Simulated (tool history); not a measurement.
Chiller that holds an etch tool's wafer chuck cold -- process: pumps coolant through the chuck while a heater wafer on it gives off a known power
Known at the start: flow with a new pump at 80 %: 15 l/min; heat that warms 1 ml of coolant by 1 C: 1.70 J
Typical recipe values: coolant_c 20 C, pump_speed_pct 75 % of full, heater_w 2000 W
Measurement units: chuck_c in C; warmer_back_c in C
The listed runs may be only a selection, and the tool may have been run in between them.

Run 1, day 0.000: usual settings. Result: chuck_c 40.7 C, warmer_back_c 5.06 C.
Run 2, day 1.512: usual settings. Result: chuck_c 40.8 C, warmer_back_c 5.06 C.
Run 3, day 2.804: usual settings but pump_speed_pct 61 % of full. Result: chuck_c 44.4 C, warmer_back_c 6.36 C.
Run 4, day 3.675: usual settings but coolant_c 13 C. Result: chuck_c 33.8 C, warmer_back_c 5.07 C.
Run 5, day 5.246: usual settings but coolant_c 13 C. Result: chuck_c 33.8 C, warmer_back_c 5.07 C.
Run 6, day 6.546: usual settings but coolant_c 27 C. Result: chuck_c 48.0 C, warmer_back_c 5.09 C.
Run 7, day 8.192: usual settings but coolant_c 27 C. Result: chuck_c 47.8 C, warmer_back_c 4.99 C.
Run 8, day 9.488: usual settings but coolant_c 27 C. Result: chuck_c 48.0 C, warmer_back_c 5.10 C.
Run 9, day 11.000: usual settings but coolant_c 27 C. Result: chuck_c 47.9 C, warmer_back_c 5.11 C.
Run 10, day 11.875: usual settings but coolant_c 27 C. Result: chuck_c 48.1 C, warmer_back_c 5.06 C.
Run 11, day 13.146: usual settings but coolant_c 27 C. Result: chuck_c 48.2 C, warmer_back_c 5.06 C.
Run 12, day 14.467: usual settings but coolant_c 27 C. Result: chuck_c 48.1 C, warmer_back_c 5.12 C.
Run 13, day 15.304: usual settings but coolant_c 27 C, pump_speed_pct 67 % of full. Result: chuck_c 50.0 C, warmer_back_c 5.69 C.
Run 14, day 16.200: usual settings but coolant_c 27 C, pump_speed_pct 67 % of full. Result: chuck_c 50.0 C, warmer_back_c 5.76 C.
Run 15, day 17.775: usual settings. Result: chuck_c 41.1 C, warmer_back_c 5.04 C.
Run 16, day 18.754: usual settings. Result: chuck_c 41.1 C, warmer_back_c 5.06 C.
Run 17, day 20.275: usual settings but pump_speed_pct 87 % of full, heater_w 1447 W. Result: chuck_c 33.8 C, warmer_back_c 3.12 C.
Run 18, day 21.404: usual settings but pump_speed_pct 87 % of full, heater_w 1447 W. Result: chuck_c 33.8 C, warmer_back_c 3.10 C.
Run 19, day 22.158: usual settings but pump_speed_pct 87 % of full, heater_w 1447 W. Result: chuck_c 33.8 C, warmer_back_c 3.15 C.
Run 20, day 23.367: usual settings but coolant_c 10 C. Result: chuck_c 31.1 C, warmer_back_c 5.04 C.
Run 21, day 24.900: usual settings but coolant_c 10 C. Result: chuck_c 31.1 C, warmer_back_c 5.15 C.
Run 22, day 25.629: usual settings but coolant_c 10 C. Result: chuck_c 31.2 C, warmer_back_c 5.08 C.
Run 23, day 27.071: usual settings but coolant_c 29 C, pump_speed_pct 88 % of full, heater_w 1511 W. Result: chuck_c 43.3 C, warmer_back_c 3.17 C.
Run 24, day 28.229: usual settings but pump_speed_pct 98 % of full. Result: chuck_c 37.3 C, warmer_back_c 3.78 C.
Run 25, day 29.988: usual settings but pump_speed_pct 92 % of full, heater_w 2657 W. Result: chuck_c 44.3 C, warmer_back_c 5.39 C.
Run 26, day 31.612: usual settings but pump_speed_pct 92 % of full, heater_w 2657 W. Result: chuck_c 44.3 C, warmer_back_c 5.36 C.
Run 27, day 33.362: usual settings but pump_speed_pct 94 % of full, heater_w 1315 W. Result: chuck_c 32.1 C, warmer_back_c 2.61 C.
Run 28, day 34.879: usual settings but pump_speed_pct 94 % of full, heater_w 1315 W. Result: chuck_c 32.0 C, warmer_back_c 2.61 C.
Run 29, day 35.925: usual settings but coolant_c 21 C, pump_speed_pct 94 % of full, heater_w 2790 W. Result: chuck_c 45.8 C, warmer_back_c 5.51 C.
Run 30, day 37.121: usual settings but coolant_c 14 C, pump_speed_pct 61 % of full, heater_w 1810 W. Result: chuck_c 36.8 C, warmer_back_c 5.82 C.
Run 31, day 38.538: usual settings but coolant_c 21 C, pump_speed_pct 97 % of full, heater_w 2618 W. Result: chuck_c 43.9 C, warmer_back_c 4.96 C.

Some steps in chuck_c between neighbouring runs. How much of each would the tool show without its hidden state too (settings, what came in, random variation), and how much is left for the hidden state, with any gauge scatter that isn't in both results?
The hidden state here: heat passed by the chuck's channels, % of clean ones'; flow at a given pump speed, % of a new pump's; coolant's true temperature over the reading, C; drift of the gauge itself on chuck_c, C; drift of the gauge itself on warmer_back_c, C.
Run 5 -> 6: coolant_c 13 -> 27. chuck_c +14.2 C: hidden state +0.1, all else +14.1.
Run 16 -> 17: pump_speed_pct 75 -> 87, heater_w 2000 -> 1447. chuck_c -7.3 C: hidden state -0.8, all else -6.5.
Run 26 -> 27: pump_speed_pct 92 -> 94, heater_w 2657 -> 1315. chuck_c -12.2 C: hidden state -1.4, all else -10.8.
Run 28 -> 29: coolant_c 20 -> 21, heater_w 1315 -> 2790. chuck_c +13.8 C: hidden state +1.5, all else +12.3.
